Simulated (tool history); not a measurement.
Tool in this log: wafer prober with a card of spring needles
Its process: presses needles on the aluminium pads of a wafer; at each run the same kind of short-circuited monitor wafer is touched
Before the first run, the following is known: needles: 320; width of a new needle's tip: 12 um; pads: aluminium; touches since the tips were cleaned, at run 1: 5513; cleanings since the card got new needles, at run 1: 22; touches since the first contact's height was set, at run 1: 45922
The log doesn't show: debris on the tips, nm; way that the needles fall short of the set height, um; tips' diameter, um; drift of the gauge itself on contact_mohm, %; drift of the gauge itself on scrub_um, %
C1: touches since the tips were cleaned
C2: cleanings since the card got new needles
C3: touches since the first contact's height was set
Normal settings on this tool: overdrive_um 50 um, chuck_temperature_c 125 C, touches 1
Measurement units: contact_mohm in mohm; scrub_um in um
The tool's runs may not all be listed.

Run 1, hour 0.0: usual settings; C1 5513; C2 22; C3 45922. Result: contact_mohm 416 mohm, scrub_um 8.71 um.
At hour 2.4: tips cleaned on abrasive film.
Run 2, hour 14.0: usual settings; C1 5769; C2 23; C3 52841. Result: contact_mohm 426 mohm, scrub_um 8.71 um.
At hour 15.1: tips cleaned on abrasive film.
Run 3, hour 24.7: usual settings but chuck_temperature_c 68 C; C1 4797; C2 24; C3 58121. Result: contact_mohm 412 mohm, scrub_um 8.68 um.
At hour 29.0: tips cleaned on abrasive film.
Run 4, hour 38.1: usual settings but overdrive_um 32 um; C1 4544; C2 25; C3 64713. Result: contact_mohm 606 mohm, scrub_um 5.49 um.
At hour 42.1: tips cleaned on abrasive film.
Run 5, hour 51.8: usual settings but overdrive_um 32 um; C1 4813; C2 26; C3 71479. Result: contact_mohm 602 mohm, scrub_um 5.48 um.
At hour 54.8: tips cleaned on abrasive film.
Run 6, hour 64.8: usual settings but overdrive_um 52 um; C1 4996; C2 27; C3 77896. Result: contact_mohm 408 mohm, scrub_um 9.02 um.
At hour 68.3: tips cleaned on abrasive film.
Run 7, hour 78.5: usual settings; C1 5093; C2 28; C3 84647. Result: contact_mohm 425 mohm, scrub_um 8.64 um.
At hour 81.6: tips cleaned on abrasive film.
Run 8, hour 90.9: usual settings but chuck_temperature_c 68 C; C1 4608; C2 29; C3 90737. Result: contact_mohm 411 mohm, scrub_um 8.62 um.
At hour 94.2: tips cleaned on abrasive film.
Run 9, hour 99.8: usual settings but chuck_temperature_c 68 C; C1 2779; C2 30; C3 95132. Result: contact_mohm 392 mohm, scrub_um 8.60 um.
At hour 108.0: tips cleaned on abrasive film.
Run 10, hour 109.3: usual settings but chuck_temperature_c 68 C; C1 631; C2 31; C3 99789. Result: contact_mohm 319 mohm, scrub_um 8.60 um.
Run 11, hour 119.0: usual settings but chuck_temperature_c 29 C; C1 5465; C2 31; C3 104623. Result: contact_mohm 426 mohm, scrub_um 8.57 um.
At hour 121.5: tips cleaned on abrasive film.
Run 12, hour 126.2: usual settings but chuck_temperature_c 29 C; C1 2356; C2 32; C3 108154. Result: contact_mohm 390 mohm, scrub_um 8.53 um.
At hour 134.5: tips cleaned on abrasive film.
At hour 134.8: height of the first contact set anew.
Run 13, hour 140.3: usual settings but chuck_temperature_c 29 C; C1 2759; C2 33; C3 2759. Result: contact_mohm 378 mohm, scrub_um 8.82 um.
At hour 147.5: tips cleaned on abrasive film.
Run 14, hour 148.5: usual settings but chuck_temperature_c 29 C; C1 516; C2 34; C3 6768. Result: contact_mohm 295 mohm, scrub_um 8.84 um.
At hour 161.0: tips cleaned on abrasive film.
Run 15, hour 162.0: usual settings; C1 498; C2 35; C3 13444. Result: contact_mohm 326 mohm, scrub_um 8.79 um.
Run 16, hour 168.9: usual settings but overdrive_um 44 um, chuck_temperature_c 53 C, touches 3; C1 3920; C2 35; C3 16866. Result: contact_mohm 333 mohm, scrub_um 7.74 um.
At hour 174.7: tips cleaned on abrasive film.
Run 17, hour 182.4: usual settings but overdrive_um 30 um, chuck_temperature_c 31 C, touches 2; C1 3790; C2 36; C3 23492. Result: contact_mohm 491 mohm, scrub_um 5.26 um.
At hour 188.0: tips cleaned on abrasive film.
Run 18, hour 190.5: usual settings but overdrive_um 30 um, chuck_temperature_c 31 C, touches 2; C1 1244; C2 37; C3 27498. Result: contact_mohm 396 mohm, scrub_um 5.21 um.
Run 19, hour 200.1: usual settings but overdrive_um 66 um, chuck_temperature_c 50 C; C1 5998; C2 37; C3 32252. Result: contact_mohm 352 mohm, scrub_um 11.56 um.
At hour 201.4: tips cleaned on abrasive film.
Run 20, hour 208.0: usual settings but overdrive_um 55 um, chuck_temperature_c 109 C, touches 3; C1 3282; C2 38; C3 36127. Result: contact_mohm 315 mohm, scrub_um 9.61 um.
At hour 214.1: tips cleaned on abrasive film.
Run 21, hour 214.4: usual settings but chuck_temperature_c 36 C, touches 2; C1 176; C2 39; C3 39290. Result: contact_mohm 275 mohm, scrub_um 8.72 um.
At hour 227.0: tips cleaned on abrasive film.
Run 22, hour 227.4: usual settings but overdrive_um 32 um, chuck_temperature_c 31 C, touches 2; C1 214; C2 40; C3 45695. Result: contact_mohm 315 mohm, scrub_um 5.52 um.
Run 23, hour 237.7: usual settings but overdrive_um 48 um, chuck_temperature_c 85 C; C1 5313; C2 40; C3 50794. Result: contact_mohm 442 mohm, scrub_um 8.35 um.
At hour 239.8: tips cleaned on abrasive film.
Run 24, hour 251.9: usual settings but overdrive_um 43 um, chuck_temperature_c 85 C, touches 2; C1 6007; C2 41; C3 57805. Result: contact_mohm 405 mohm, scrub_um 7.45 um.
At hour 253.0: tips cleaned on abrasive film.
At hour 265.6: tips cleaned on abrasive film.
Run 25, hour 267.2: usual settings but overdrive_um 55 um, chuck_temperature_c 79 C; C1 764; C2 43; C3 65301. Result: contact_mohm 322 mohm, scrub_um 9.54 um.
At hour 278.7: tips cleaned on abrasive film.
Run 26, hour 280.4: usual settings but overdrive_um 55 um, chuck_temperature_c 79 C; C1 839; C2 44; C3 71832. Result: contact_mohm 327 mohm, scrub_um 9.48 um.
At hour 292.5: tips cleaned on abrasive film.
Run 27, hour 292.8: usual settings but overdrive_um 33 um, chuck_temperature_c 79 C, touches 3; C1 125; C2 45; C3 77926. Result: contact_mohm 302 mohm, scrub_um 5.57 um.
Run 28, hour 303.6: usual settings but overdrive_um 33 um, chuck_temperature_c 79 C, touches 3; C1 5485; C2 45; C3 83286. Result: contact_mohm 417 mohm, scrub_um 5.58 um.
At hour 305.7: tips cleaned on abrasive film.
Run 29, hour 317.0: usual settings but overdrive_um 34 um, touches 2; C1 5633; C2 46; C3 89924. Result: contact_mohm 492 mohm, scrub_um 5.73 um.
At hour 318.9: tips cleaned on abrasive film.
At hour 332.0: tips cleaned on abrasive film.
Run 30, hour 332.1: usual settings but overdrive_um 54 um, chuck_temperature_c 35 C; C1 63; C2 48; C3 97343. Result: contact_mohm 272 mohm, scrub_um 9.29 um.

The logged runs with the hidden state left out (each run's random variation unchanged):
run  contact_mohm  scrub_um
  1           278      8.82
  2           285      8.84
  3           266      8.82
  4           297      5.65
  5           295      5.65
  6           281      9.20
  7           283      8.85
  8           261      8.85
  9           260      8.85
 10           266      8.87
 11           255      8.85
 12           256      8.83
 13           251      8.82
 14           251      8.86
 15           280      8.83
 16           266      7.78
 17           267      5.33
 18           265      5.30
 19           250     11.65
 20           274      9.72
 21           256      8.84
 22           265      5.67
 23           270      8.50
 24           274      7.62
 25           270      9.75
 26           266      9.70
 27           278      5.81
 28           280      5.83
 29           294      5.99
 30           254      9.58
